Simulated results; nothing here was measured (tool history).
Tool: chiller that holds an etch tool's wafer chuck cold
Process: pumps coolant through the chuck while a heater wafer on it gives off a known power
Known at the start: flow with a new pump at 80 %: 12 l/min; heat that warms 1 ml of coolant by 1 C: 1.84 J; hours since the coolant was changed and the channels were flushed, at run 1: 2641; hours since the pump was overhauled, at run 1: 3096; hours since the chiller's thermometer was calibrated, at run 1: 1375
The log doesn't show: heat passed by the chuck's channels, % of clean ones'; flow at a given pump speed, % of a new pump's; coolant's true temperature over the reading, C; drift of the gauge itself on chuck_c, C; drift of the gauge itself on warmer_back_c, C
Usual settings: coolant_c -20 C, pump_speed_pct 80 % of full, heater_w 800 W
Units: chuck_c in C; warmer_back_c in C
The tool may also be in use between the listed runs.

run    hour  coolant_c  pump_speed_pct  heater_w  hours since the coolant was changed and the channels were flushed  hours since the pump was overhauled  hours since the chiller's thermometer was calibrated  chuck_c  warmer_back_c
  1       0        -20              80       800                                                               2641                                 3096                                                  1375   -13.44           2.17
  2    66.1        -20              80       800                                                               2707                                 3163                                                  1441    -13.5           2.22
  3   120.8        -20              80       800                                                               2761                                 3217                                                  1496   -13.36           2.18
  4     216        -20              80       800                                                               2856                                 3312                                                  1591    -13.6           2.19
  5   278.9        -20              80       800                                                               2919                                 3375                                                  1654   -13.44           2.19
  6     330        -20              80       520                                                               2970                                 3426                                                  1705   -15.85           1.43
  7   384.1        -20              80       520                                                               3025                                 3480                                                  1759   -15.75            1.4
  8     469        -20              80       855                                                               3110                                 3565                                                  1844      -13           2.34
  9   562.3        -20              80       531                                                               3203                                 3659                                                  1937   -15.68           1.44
 10   618.6        -20              80       800                                                               3259                                 3715                                                  1993   -13.48           2.19
 11   682.4        -20              80       800                                                               3323                                 3779                                                  2057   -13.37           2.19
 12   746.3        -20              80       800                                                               3387                                 3843                                                  2121   -13.46           2.21
 13   812.9        -30              80       800                                                               3453                                 3909                                                  2188   -23.38           2.21
 14   863.6        -30              80       800                                                               3504                                 3960                                                  2238   -23.54            2.2
 15   951.8        -30              80       800                                                               3592                                 4048                                                  2327    -23.4           2.17
 16    1039        -20              80       967                                                               3680                                 4135                                                  2414   -11.95           2.63
     1073.8  -- coolant changed, channels flushed
 17  1124.9        -20              80       967                                                                 51                                 4215                                                  2494   -12.09           2.64
 18    1171        -20              80       967                                                                 97                                 4261                                                  2540   -12.16           2.65
 19  1259.9        -20              80       967                                                                186                                 4350                                                  2629   -12.08           2.64
 20  1350.9        -29              80       769                                                                277                                 4441                                                  2720   -22.76           2.11
 21    1400        -16              92       800                                                                326                                 4490                                                  2769      -10           1.86
 22  1446.1        -16              74       495                                                                372                                 4537                                                  2815   -11.58           1.49
     1480.6  -- chiller's thermometer calibrated
 23  1544.6        -15              99       582                                                                470                                 4634                                                    64    -10.9           1.27
 24  1585.4        -16              69      1133                                                                511                                 4675                                                   105    -5.67           3.63
 25  1671.8        -28              85      1133                                                                597                                 4761                                                   191   -19.19           2.89
 26  1716.8        -28              85      1133                                                                642                                 4806                                                   236   -19.18           2.89
 27  1791.9        -17              77       696                                                                717                                 4881                                                   311   -11.28           1.98
 28  1871.3        -17              77       696                                                                796                                 4961                                                   391   -11.25           1.99
 29    1939        -20              86       897                                                                864                                 5028                                                   458      -13           2.25
 30  2007.6        -20              86       897                                                                933                                 5097                                                   527   -13.09           2.26
 31  2096.7        -21              86       591                                                               1022                                 5186                                                   616   -16.51           1.48

How the hidden state differs across the entries between the runs, from the last listed run before each to the first after it:
Between runs 16 and 17: coolant changed, channels flushed (hour 1073.8)
  heat passed by the chuck's channels, % of clean ones': 99.6 -> 100
Between runs 22 and 23: chiller's thermometer calibrated (hour 1480.6)
  coolant's true temperature over the reading, C: 0.02 -> 0

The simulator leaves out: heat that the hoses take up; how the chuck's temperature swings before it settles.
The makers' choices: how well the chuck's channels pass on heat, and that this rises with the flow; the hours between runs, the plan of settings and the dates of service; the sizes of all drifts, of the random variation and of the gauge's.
